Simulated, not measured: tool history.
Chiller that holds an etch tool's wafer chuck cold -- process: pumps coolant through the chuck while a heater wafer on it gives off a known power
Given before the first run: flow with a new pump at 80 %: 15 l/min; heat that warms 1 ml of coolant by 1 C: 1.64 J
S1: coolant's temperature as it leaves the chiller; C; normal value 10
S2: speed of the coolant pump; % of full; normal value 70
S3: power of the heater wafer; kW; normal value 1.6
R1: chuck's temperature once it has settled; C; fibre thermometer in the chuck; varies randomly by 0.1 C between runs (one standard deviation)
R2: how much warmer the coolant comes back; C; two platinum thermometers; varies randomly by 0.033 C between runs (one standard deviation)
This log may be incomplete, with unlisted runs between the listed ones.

{"run": 1, "day": 0.0, "S1": 10, "S2": 70, "S3": 1.6, "R1": 27, "R2": 4.42}
{"run": 2, "day": 0.896, "S1": 10, "S2": 70, "S3": 1.6, "R1": 27, "R2": 4.46}
{"run": 3, "day": 1.888, "S1": 10, "S2": 70, "S3": 1.6, "R1": 26.8, "R2": 4.45}
{"run": 4, "day": 3.046, "S1": 10, "S2": 70, "S3": 1.6, "R1": 26.9, "R2": 4.5}
{"run": 5, "day": 3.638, "S1": 10, "S2": 70, "S3": 1.6, "R1": 26.8, "R2": 4.48}
{"run": 6, "day": 4.35, "S1": 10, "S2": 70, "S3": 1.6, "R1": 26.9, "R2": 4.48}
{"run": 7, "day": 5.046, "S1": 10, "S2": 70, "S3": 1.6, "R1": 26.9, "R2": 4.5}
{"run": 8, "day": 6.038, "S1": 10, "S2": 64, "S3": 1.6, "R1": 28.1, "R2": 4.93}
{"run": 9, "day": 6.762, "S1": 10, "S2": 64, "S3": 1.6, "R1": 28.2, "R2": 4.87}
{"run": 10, "day": 7.746, "S1": 10, "S2": 70, "S3": 1.198, "R1": 22.7, "R2": 3.32}
{"run": 11, "day": 8.954, "S1": 10, "S2": 70, "S3": 1.198, "R1": 22.7, "R2": 3.4}
{"run": 12, "day": 10.05, "S1": 10, "S2": 70, "S3": 1.198, "R1": 22.7, "R2": 3.34}
{"run": 13, "day": 11.05, "S1": 10, "S2": 70, "S3": 1.198, "R1": 22.8, "R2": 3.39}
{"run": 14, "day": 12.038, "S1": 10, "S2": 70, "S3": 1.198, "R1": 22.7, "R2": 3.36}
{"run": 15, "day": 13.312, "S1": 10, "S2": 70, "S3": 1.198, "R1": 22.6, "R2": 3.4}
{"run": 16, "day": 14.521, "S1": 10, "S2": 70, "S3": 1.6, "R1": 27, "R2": 4.45}
{"run": 17, "day": 15.975, "S1": 10, "S2": 70, "S3": 1.6, "R1": 27.1, "R2": 4.46}
{"run": 18, "day": 16.729, "S1": 10, "S2": 70, "S3": 1.844, "R1": 29.6, "R2": 5.13}
{"run": 19, "day": 18.0, "S1": 10, "S2": 70, "S3": 1.844, "R1": 29.5, "R2": 5.18}
{"run": 20, "day": 18.812, "S1": 13, "S2": 84, "S3": 1.6, "R1": 27.7, "R2": 3.69}
{"run": 21, "day": 20.012, "S1": 9, "S2": 79, "S3": 0.876, "R1": 17.4, "R2": 2.22}
{"run": 22, "day": 20.962, "S1": 7, "S2": 76, "S3": 1.028, "R1": 17.2, "R2": 2.71}
{"run": 23, "day": 22.121, "S1": 1, "S2": 86, "S3": 1.383, "R1": 13.6, "R2": 3.16}
{"run": 24, "day": 23.583, "S1": 13, "S2": 69, "S3": 1.383, "R1": 27.8, "R2": 3.95}
{"run": 25, "day": 24.938, "S1": 13, "S2": 69, "S3": 1.383, "R1": 27.8, "R2": 3.92}
{"run": 26, "day": 26.092, "S1": 13, "S2": 69, "S3": 1.383, "R1": 28, "R2": 3.93}
{"run": 27, "day": 27.262, "S1": 16, "S2": 69, "S3": 1.6, "R1": 33.2, "R2": 4.56}
{"run": 28, "day": 28.329, "S1": 11, "S2": 81, "S3": 0.965, "R1": 20.2, "R2": 2.4}
{"run": 29, "day": 29.504, "S1": 11, "S2": 81, "S3": 0.965, "R1": 20.1, "R2": 2.36}
{"run": 30, "day": 30.817, "S1": 12, "S2": 91, "S3": 1.067, "R1": 21.2, "R2": 2.28}
{"run": 31, "day": 31.7, "S1": 10, "S2": 76, "S3": 1.169, "R1": 21.6, "R2": 3.04}
{"run": 32, "day": 32.708, "S1": 10, "S2": 76, "S3": 1.918, "R1": 29.1, "R2": 4.85}

Here are 4 independent what-if runs from the current tool condition. What would each one return?
{"run": "A", "day": 33.575, "S1": 7, "S2": 76, "S3": 1.918, "R1": "?", "R2": "?"}
{"run": "B", "day": 33.575, "S1": 3, "S2": 70, "S3": 1.032, "R1": "?", "R2": "?"}
{"run": "C", "day": 33.575, "S1": 4, "S2": 83, "S3": 1.714, "R1": "?", "R2": "?"}
{"run": "D", "day": 33.575, "S1": 10, "S2": 76, "S3": 1.657, "R1": "?", "R2": "?"}

run=A R1=26.2 R2=4.9
run=B R1=13.9 R2=2.85
run=C R1=20.1 R2=4.05
run=D R1=26.4 R2=4.32
Had the tool no hidden state, the same runs would have come out as:
run=A R1=26.2 R2=4.9
run=B R1=13.9 R2=2.85
run=C R1=20.1 R2=4.05
run=D R1=26.4 R2=4.32

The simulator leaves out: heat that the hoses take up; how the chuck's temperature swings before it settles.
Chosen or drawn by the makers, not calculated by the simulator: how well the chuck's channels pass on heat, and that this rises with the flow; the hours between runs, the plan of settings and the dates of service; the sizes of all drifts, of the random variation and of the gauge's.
